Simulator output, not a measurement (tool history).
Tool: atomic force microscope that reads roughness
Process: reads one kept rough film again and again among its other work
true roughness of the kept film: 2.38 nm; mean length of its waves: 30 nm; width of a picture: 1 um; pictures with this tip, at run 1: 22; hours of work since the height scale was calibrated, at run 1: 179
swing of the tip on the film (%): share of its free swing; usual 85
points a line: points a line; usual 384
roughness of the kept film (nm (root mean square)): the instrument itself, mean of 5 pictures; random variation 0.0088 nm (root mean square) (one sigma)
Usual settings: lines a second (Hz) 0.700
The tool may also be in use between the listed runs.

| run | day | lines a second (Hz) | swing of the tip on the film (%) | points a line | pictures with this tip | hours of work since the height scale was calibrated | roughness of the kept film (nm (root mean square)) |
|---|---|---|---|---|---|---|---|
| 1 | 0.000 | 0.700 | 85 | 384 | 22 | 179 | 1.957 |
| 2 | 0.183 | 0.700 | 74 | 384 | 25 | 181 | 2.014 |
| 3 | 0.521 | 0.700 | 85 | 688 | 31 | 184 | 1.963 |
| 4 | 0.817 | 0.700 | 85 | 688 | 36 | 187 | 1.951 |
| 5 | 1.242 | 0.700 | 85 | 688 | 43 | 192 | 1.950 |
| 6 | 1.454 | 0.700 | 85 | 688 | 46 | 194 | 1.930 |
| 7 | 1.862 | 0.700 | 85 | 384 | 53 | 198 | 1.922 |
| 8 | 2.246 | 0.700 | 85 | 334 | 59 | 202 | 1.906 |
| 9 | 2.650 | 0.700 | 85 | 582 | 66 | 206 | 1.925 |
|  | 2.725 | height scale calibrated on a step standard |
| 10 | 3.075 | 0.700 | 85 | 582 | 72 | 4 | 1.914 |
| 11 | 3.296 | 0.700 | 85 | 582 | 76 | 6 | 1.932 |
| 12 | 3.708 | 0.700 | 85 | 582 | 82 | 10 | 1.922 |
|  | 3.979 | height scale calibrated on a step standard, once more |
| 13 | 4.025 | 0.700 | 85 | 582 | 87 | 0 | 1.903 |
| 14 | 4.225 | 2.208 | 67 | 497 | 90 | 3 | 1.862 |
| 15 | 4.454 | 3.517 | 70 | 268 | 94 | 5 | 1.687 |
| 16 | 4.779 | 3.918 | 85 | 384 | 99 | 8 | 1.371 |
| 17 | 5.162 | 0.582 | 62 | 476 | 106 | 12 | 2.028 |
| 18 | 5.583 | 2.282 | 57 | 856 | 112 | 17 | 1.954 |
| 19 | 5.992 | 2.543 | 82 | 391 | 119 | 21 | 1.599 |
| 20 | 6.329 | 1.611 | 63 | 681 | 125 | 24 | 1.940 |
| 21 | 6.542 | 1.611 | 63 | 681 | 128 | 26 | 1.939 |
| 22 | 6.742 | 0.893 | 70 | 704 | 131 | 29 | 1.965 |
| 23 | 7.083 | 0.893 | 70 | 704 | 137 | 32 | 1.957 |
| 24 | 7.317 | 0.893 | 70 | 704 | 141 | 34 | 1.963 |
| 25 | 7.742 | 1.784 | 64 | 262 | 148 | 39 | 1.871 |

Forecast each of these 3 alternatives for the next run:
| A | 7.988 | 0.700 | 80 | 952 | 152 | 41 | ? |
| B | 7.988 | 0.700 | 85 | 342 | 152 | 41 | ? |
| C | 7.988 | 1.984 | 86 | 261 | 152 | 41 | ? |

| run | roughness of the kept film (nm (root mean square)) |
|---|---|
| A | 1.891 |
| B | 1.872 |
| C | 1.580 |
Without the tool's hidden state the same runs would have given:
| run | roughness of the kept film (nm (root mean square)) |
|---|---|
| A | 1.982 |
| B | 1.962 |
| C | 1.657 |

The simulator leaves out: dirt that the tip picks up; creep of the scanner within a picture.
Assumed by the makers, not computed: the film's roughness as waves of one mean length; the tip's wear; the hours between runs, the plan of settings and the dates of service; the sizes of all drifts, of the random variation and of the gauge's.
